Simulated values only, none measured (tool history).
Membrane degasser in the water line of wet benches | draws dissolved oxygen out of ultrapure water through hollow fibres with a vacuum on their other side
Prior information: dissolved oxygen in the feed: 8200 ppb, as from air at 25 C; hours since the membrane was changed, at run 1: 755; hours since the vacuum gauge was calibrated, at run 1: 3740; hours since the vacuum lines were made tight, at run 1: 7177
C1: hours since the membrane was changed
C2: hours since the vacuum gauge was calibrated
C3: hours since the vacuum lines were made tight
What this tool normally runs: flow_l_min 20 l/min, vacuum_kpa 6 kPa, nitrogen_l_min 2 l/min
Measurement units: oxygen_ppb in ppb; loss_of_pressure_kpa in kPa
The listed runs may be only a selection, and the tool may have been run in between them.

{"run": 1, "hour": 0.0, "flow_l_min": 20, "vacuum_kpa": 6, "nitrogen_l_min": 2, "C1": 755, "C2": 3740, "C3": 7177, "oxygen_ppb": 140.6, "loss_of_pressure_kpa": 38.48}
{"run": 2, "hour": 106.4, "flow_l_min": 20, "vacuum_kpa": 6, "nitrogen_l_min": 2, "C1": 862, "C2": 3847, "C3": 7284, "oxygen_ppb": 139.8, "loss_of_pressure_kpa": 38.53}
{"run": 3, "hour": 237.9, "flow_l_min": 16, "vacuum_kpa": 6, "nitrogen_l_min": 2, "C1": 993, "C2": 3978, "C3": 7415, "oxygen_ppb": 83.8, "loss_of_pressure_kpa": 31.04}
{"run": 4, "hour": 376.8, "flow_l_min": 20, "vacuum_kpa": 6, "nitrogen_l_min": 2, "C1": 1132, "C2": 4117, "C3": 7554, "oxygen_ppb": 138.7, "loss_of_pressure_kpa": 38.78}
{"run": 5, "hour": 566.6, "flow_l_min": 20, "vacuum_kpa": 6, "nitrogen_l_min": 2, "C1": 1322, "C2": 4307, "C3": 7744, "oxygen_ppb": 137.9, "loss_of_pressure_kpa": 38.68}
{"run": 6, "hour": 672.5, "flow_l_min": 20, "vacuum_kpa": 6, "nitrogen_l_min": 2, "C1": 1428, "C2": 4413, "C3": 7850, "oxygen_ppb": 138.6, "loss_of_pressure_kpa": 38.53}
{"run": 7, "hour": 810.5, "flow_l_min": 26, "vacuum_kpa": 6, "nitrogen_l_min": 2, "C1": 1566, "C2": 4551, "C3": 7988, "oxygen_ppb": 256.6, "loss_of_pressure_kpa": 49.85}
{"run": 8, "hour": 1048.2, "flow_l_min": 26, "vacuum_kpa": 6, "nitrogen_l_min": 2, "C1": 1804, "C2": 4788, "C3": 8226, "oxygen_ppb": 258.7, "loss_of_pressure_kpa": 50.21}
{"run": 9, "hour": 1297.4, "flow_l_min": 20, "vacuum_kpa": 6, "nitrogen_l_min": 3.1, "C1": 2053, "C2": 5038, "C3": 8475, "oxygen_ppb": 118.5, "loss_of_pressure_kpa": 38.59}
{"run": 10, "hour": 1478.0, "flow_l_min": 20, "vacuum_kpa": 6, "nitrogen_l_min": 3.1, "C1": 2233, "C2": 5218, "C3": 8655, "oxygen_ppb": 119.3, "loss_of_pressure_kpa": 38.49}
{"run": 11, "hour": 1607.4, "flow_l_min": 20, "vacuum_kpa": 6, "nitrogen_l_min": 3.1, "C1": 2363, "C2": 5347, "C3": 8785, "oxygen_ppb": 117.4, "loss_of_pressure_kpa": 38.67}
{"run": 12, "hour": 1808.4, "flow_l_min": 20, "vacuum_kpa": 6, "nitrogen_l_min": 3.1, "C1": 2564, "C2": 5548, "C3": 8986, "oxygen_ppb": 116.7, "loss_of_pressure_kpa": 38.56}
{"run": 13, "hour": 2054.8, "flow_l_min": 20, "vacuum_kpa": 6, "nitrogen_l_min": 2, "C1": 2810, "C2": 5795, "C3": 9232, "oxygen_ppb": 139.3, "loss_of_pressure_kpa": 38.86}
{"run": 14, "hour": 2245.9, "flow_l_min": 20, "vacuum_kpa": 4.63, "nitrogen_l_min": 2, "C1": 3001, "C2": 5986, "C3": 9423, "oxygen_ppb": 110.5, "loss_of_pressure_kpa": 38.84}
{"run": 15, "hour": 2497.5, "flow_l_min": 20, "vacuum_kpa": 4.63, "nitrogen_l_min": 2, "C1": 3253, "C2": 6238, "C3": 9675, "oxygen_ppb": 109.4, "loss_of_pressure_kpa": 39.46}
{"run": 16, "hour": 2704.4, "flow_l_min": 20, "vacuum_kpa": 4.63, "nitrogen_l_min": 2, "C1": 3460, "C2": 6445, "C3": 9882, "oxygen_ppb": 106.4, "loss_of_pressure_kpa": 38.81}
{"run": 17, "hour": 2956.6, "flow_l_min": 20, "vacuum_kpa": 6.52, "nitrogen_l_min": 2, "C1": 3712, "C2": 6697, "C3": 10134, "oxygen_ppb": 149.3, "loss_of_pressure_kpa": 39.2}
{"run": 18, "hour": 3105.9, "flow_l_min": 30, "vacuum_kpa": 9.51, "nitrogen_l_min": 0.86, "C1": 3861, "C2": 6846, "C3": 10283, "oxygen_ppb": 666, "loss_of_pressure_kpa": 58.76}
{"run": 19, "hour": 3274.2, "flow_l_min": 20, "vacuum_kpa": 6.58, "nitrogen_l_min": 2.05, "C1": 4030, "C2": 7014, "C3": 10452, "oxygen_ppb": 151.1, "loss_of_pressure_kpa": 39.1}
{"run": 20, "hour": 3477.1, "flow_l_min": 29, "vacuum_kpa": 13.46, "nitrogen_l_min": 2.05, "C1": 4232, "C2": 7217, "C3": 10654, "oxygen_ppb": 552.6, "loss_of_pressure_kpa": 56.65}
{"run": 21, "hour": 3600.2, "flow_l_min": 29, "vacuum_kpa": 7.05, "nitrogen_l_min": 3.7, "C1": 4356, "C2": 7340, "C3": 10778, "oxygen_ppb": 310.9, "loss_of_pressure_kpa": 57.06}
{"run": 22, "hour": 3796.5, "flow_l_min": 31, "vacuum_kpa": 6, "nitrogen_l_min": 2, "C1": 4552, "C2": 7537, "C3": 10974, "oxygen_ppb": 379, "loss_of_pressure_kpa": 60.47}
{"run": 23, "hour": 4013.1, "flow_l_min": 20, "vacuum_kpa": 6, "nitrogen_l_min": 2.12, "C1": 4768, "C2": 7753, "C3": 11190, "oxygen_ppb": 134.7, "loss_of_pressure_kpa": 39}
{"hour": 4095.7, "done": "vacuum gauge calibrated"}
{"hour": 4111.2, "done": "gauge calibrated"}
{"run": 24, "hour": 4185.3, "flow_l_min": 20, "vacuum_kpa": 6, "nitrogen_l_min": 2.12, "C1": 4940, "C2": 90, "C3": 11362, "oxygen_ppb": 138.1, "loss_of_pressure_kpa": 38.42}
{"run": 25, "hour": 4406.4, "flow_l_min": 20, "vacuum_kpa": 12.29, "nitrogen_l_min": 0.89, "C1": 5161, "C2": 311, "C3": 11583, "oxygen_ppb": 502.6, "loss_of_pressure_kpa": 39.02}
{"run": 26, "hour": 4605.8, "flow_l_min": 20, "vacuum_kpa": 6, "nitrogen_l_min": 1.09, "C1": 5361, "C2": 510, "C3": 11783, "oxygen_ppb": 187.5, "loss_of_pressure_kpa": 38.18}
{"run": 27, "hour": 4804.4, "flow_l_min": 20, "vacuum_kpa": 6, "nitrogen_l_min": 1.09, "C1": 5559, "C2": 709, "C3": 11981, "oxygen_ppb": 183.2, "loss_of_pressure_kpa": 38.7}
{"hour": 4979.3, "done": "seals of the vacuum lines changed"}
{"run": 28, "hour": 5055.3, "flow_l_min": 26, "vacuum_kpa": 12.46, "nitrogen_l_min": 1.42, "C1": 5808, "C2": 958, "C3": 76, "oxygen_ppb": 527.7, "loss_of_pressure_kpa": 50.06}
{"run": 29, "hour": 5248.5, "flow_l_min": 26, "vacuum_kpa": 4.29, "nitrogen_l_min": 2.21, "C1": 6001, "C2": 1151, "C3": 269, "oxygen_ppb": 205.2, "loss_of_pressure_kpa": 50.41}
{"run": 30, "hour": 5483.4, "flow_l_min": 12, "vacuum_kpa": 6, "nitrogen_l_min": 3.87, "C1": 6236, "C2": 1386, "C3": 504, "oxygen_ppb": 28.7, "loss_of_pressure_kpa": 22.77}
{"run": 31, "hour": 5700.8, "flow_l_min": 17, "vacuum_kpa": 7.18, "nitrogen_l_min": 3.87, "C1": 6454, "C2": 1603, "C3": 721, "oxygen_ppb": 81.4, "loss_of_pressure_kpa": 32.92}

Predict each of these 3 candidate next runs independently; none follows another, all start after run 31:
{"run": "A", "hour": 5813.0, "flow_l_min": 13, "vacuum_kpa": 13.71, "nitrogen_l_min": 1.41, "C1": 6566, "C2": 1715, "C3": 834, "oxygen_ppb": "?", "loss_of_pressure_kpa": "?"}
{"run": "B", "hour": 5813.0, "flow_l_min": 12, "vacuum_kpa": 4.15, "nitrogen_l_min": 2.02, "C1": 6566, "C2": 1715, "C3": 834, "oxygen_ppb": "?", "loss_of_pressure_kpa": "?"}
{"run": "C", "hour": 5813.0, "flow_l_min": 29, "vacuum_kpa": 7.91, "nitrogen_l_min": 4.57, "C1": 6566, "C2": 1715, "C3": 834, "oxygen_ppb": "?", "loss_of_pressure_kpa": "?"}

run=A oxygen_ppb=239.1 loss_of_pressure_kpa=25.25
run=B oxygen_ppb=21 loss_of_pressure_kpa=23.21
run=C oxygen_ppb=309.7 loss_of_pressure_kpa=56.33
Without the tool's unlogged condition, the same runs would have read:
run=A oxygen_ppb=239 loss_of_pressure_kpa=24.96
run=B oxygen_ppb=21 loss_of_pressure_kpa=22.94
run=C oxygen_ppb=309.4 loss_of_pressure_kpa=55.69

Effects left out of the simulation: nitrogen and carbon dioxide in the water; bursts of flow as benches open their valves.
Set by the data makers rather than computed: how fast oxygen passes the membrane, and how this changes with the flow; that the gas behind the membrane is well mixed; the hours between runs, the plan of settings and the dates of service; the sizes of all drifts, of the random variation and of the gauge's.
